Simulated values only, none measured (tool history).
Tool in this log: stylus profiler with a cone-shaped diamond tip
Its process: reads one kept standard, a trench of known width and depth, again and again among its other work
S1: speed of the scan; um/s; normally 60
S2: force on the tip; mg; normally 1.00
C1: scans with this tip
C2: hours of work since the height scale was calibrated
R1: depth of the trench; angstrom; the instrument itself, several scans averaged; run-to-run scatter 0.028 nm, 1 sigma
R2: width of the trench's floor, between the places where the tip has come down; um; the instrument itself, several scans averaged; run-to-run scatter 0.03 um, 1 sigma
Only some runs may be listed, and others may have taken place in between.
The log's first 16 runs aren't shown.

run 17 hour=1167.3 | S1=60 S2=1.00 | C1=8001 C2=876 | R1=1008.4 R2=46.97
run 18 hour=1232.6 | S1=60 S2=1.00 | C1=8311 C2=910 | R1=1008.2 R2=46.93
run 19 hour=1283.9 | S1=60 S2=1.00 | C1=8555 C2=937 | R1=1008.0 R2=46.94
-- hour=1308.0 new tip fitted, height scale calibrated
run 20 hour=1342.2 | S1=60 S2=0.61 | C1=163 C2=18 | R1=1003.9 R2=47.69
run 21 hour=1396.1 | S1=77 S2=1.84 | C1=419 C2=46 | R1=1007.7 R2=47.72
run 22 hour=1478.6 | S1=77 S2=1.84 | C1=810 C2=89 | R1=1007.5 R2=47.69
run 23 hour=1540.6 | S1=77 S2=0.68 | C1=1105 C2=121 | R1=1004.3 R2=47.50
-- hour=1550.7 height scale calibrated on a step standard
run 24 hour=1616.3 | S1=18 S2=1.54 | C1=1462 C2=34 | R1=1007.6 R2=47.74
run 25 hour=1672.8 | S1=60 S2=2.47 | C1=1731 C2=64 | R1=1010.5 R2=47.65
run 26 hour=1775.3 | S1=228 S2=2.55 | C1=2218 C2=117 | R1=1010.6 R2=47.20
run 27 hour=1865.3 | S1=58 S2=0.43 | C1=2646 C2=164 | R1=1005.0 R2=47.33
-- hour=1921.7 height scale calibrated on a step standard, once more
run 28 hour=1934.8 | S1=83 S2=1.92 | C1=2973 C2=7 | R1=1007.1 R2=47.39

Run 29 is up next; what results do you expect?
run 29 hour=2019.8 | S1=83 S2=1.92 | C1=3377 C2=51 | R1=? R2=?

R1: 1007.5 angstrom
R2: 47.31 um
Minus the tool's unlogged condition, the same run would have read R1 1007.2 angstrom, R2 47.75 um.

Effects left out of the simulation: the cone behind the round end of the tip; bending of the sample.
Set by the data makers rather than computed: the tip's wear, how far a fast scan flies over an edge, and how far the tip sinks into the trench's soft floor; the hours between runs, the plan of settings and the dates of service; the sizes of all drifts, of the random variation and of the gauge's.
